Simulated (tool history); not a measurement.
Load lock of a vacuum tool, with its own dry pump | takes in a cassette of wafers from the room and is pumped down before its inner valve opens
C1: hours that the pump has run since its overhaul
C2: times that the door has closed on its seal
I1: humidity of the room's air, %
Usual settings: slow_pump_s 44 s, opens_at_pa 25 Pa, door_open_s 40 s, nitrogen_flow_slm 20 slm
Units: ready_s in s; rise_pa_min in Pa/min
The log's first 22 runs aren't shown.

{"run": 23, "day": 302.362, "slow_pump_s": 44, "opens_at_pa": 25, "door_open_s": 40, "nitrogen_flow_slm": 29, "C1": 8613, "C2": 9697, "I1": 40.5, "ready_s": 71.4, "rise_pa_min": 0.023}
{"run": 24, "day": 314.579, "slow_pump_s": 44, "opens_at_pa": 39, "door_open_s": 40, "nitrogen_flow_slm": 6, "C1": 8906, "C2": 10853, "I1": 44.7, "ready_s": 69.4, "rise_pa_min": 0.028}
{"run": 25, "day": 331.212, "slow_pump_s": 44, "opens_at_pa": 39, "door_open_s": 40, "nitrogen_flow_slm": 6, "C1": 9305, "C2": 12427, "I1": 45.6, "ready_s": 69.1, "rise_pa_min": 0.031}
{"run": 26, "day": 339.929, "slow_pump_s": 79, "opens_at_pa": 19, "door_open_s": 89, "nitrogen_flow_slm": 5, "C1": 9514, "C2": 13252, "I1": 44.7, "ready_s": 101.2, "rise_pa_min": 0.045}
{"run": 27, "day": 355.296, "slow_pump_s": 79, "opens_at_pa": 19, "door_open_s": 89, "nitrogen_flow_slm": 5, "C1": 9883, "C2": 14706, "I1": 44.1, "ready_s": 102.1, "rise_pa_min": 0.045}
{"run": 28, "day": 372.588, "slow_pump_s": 79, "opens_at_pa": 19, "door_open_s": 89, "nitrogen_flow_slm": 5, "C1": 10298, "C2": 16342, "I1": 42.8, "ready_s": 101.4, "rise_pa_min": 0.042}
{"run": 29, "day": 383.004, "slow_pump_s": 28, "opens_at_pa": 29, "door_open_s": 89, "nitrogen_flow_slm": 4, "C1": 10548, "C2": 17328, "I1": 44.0, "ready_s": 57.2, "rise_pa_min": 0.05}
{"run": 30, "day": 392.471, "slow_pump_s": 28, "opens_at_pa": 29, "door_open_s": 89, "nitrogen_flow_slm": 4, "C1": 10775, "C2": 18224, "I1": 43.0, "ready_s": 57.5, "rise_pa_min": 0.047}
{"run": 31, "day": 409.95, "slow_pump_s": 24, "opens_at_pa": 29, "door_open_s": 179, "nitrogen_flow_slm": 4, "C1": 11195, "C2": 19878, "I1": 44.0, "ready_s": 54.0, "rise_pa_min": 0.072}
{"run": 32, "day": 427.379, "slow_pump_s": 24, "opens_at_pa": 29, "door_open_s": 179, "nitrogen_flow_slm": 4, "C1": 11613, "C2": 21528, "I1": 44.8, "ready_s": 53.6, "rise_pa_min": 0.072}
{"run": 33, "day": 436.904, "slow_pump_s": 32, "opens_at_pa": 39, "door_open_s": 30, "nitrogen_flow_slm": 14, "C1": 11842, "C2": 22429, "I1": 45.5, "ready_s": 59.4, "rise_pa_min": 0.02}
{"run": 34, "day": 446.95, "slow_pump_s": 32, "opens_at_pa": 39, "door_open_s": 30, "nitrogen_flow_slm": 33, "C1": 12083, "C2": 23380, "I1": 44.8, "ready_s": 59.9, "rise_pa_min": 0.02}

Run 35 comes next. What will it give?
{"run": 35, "day": 458.779, "slow_pump_s": 44, "opens_at_pa": 45, "door_open_s": 40, "nitrogen_flow_slm": 27, "C1": 12367, "C2": 24499, "I1": 46.0, "ready_s": "?", "rise_pa_min": "?"}

Run 35 gave ready_s 68.7 s, rise_pa_min 0.025 Pa/min.
Without the tool's hidden state the same run would have given ready_s 68.7 s, rise_pa_min 0.024 Pa/min.

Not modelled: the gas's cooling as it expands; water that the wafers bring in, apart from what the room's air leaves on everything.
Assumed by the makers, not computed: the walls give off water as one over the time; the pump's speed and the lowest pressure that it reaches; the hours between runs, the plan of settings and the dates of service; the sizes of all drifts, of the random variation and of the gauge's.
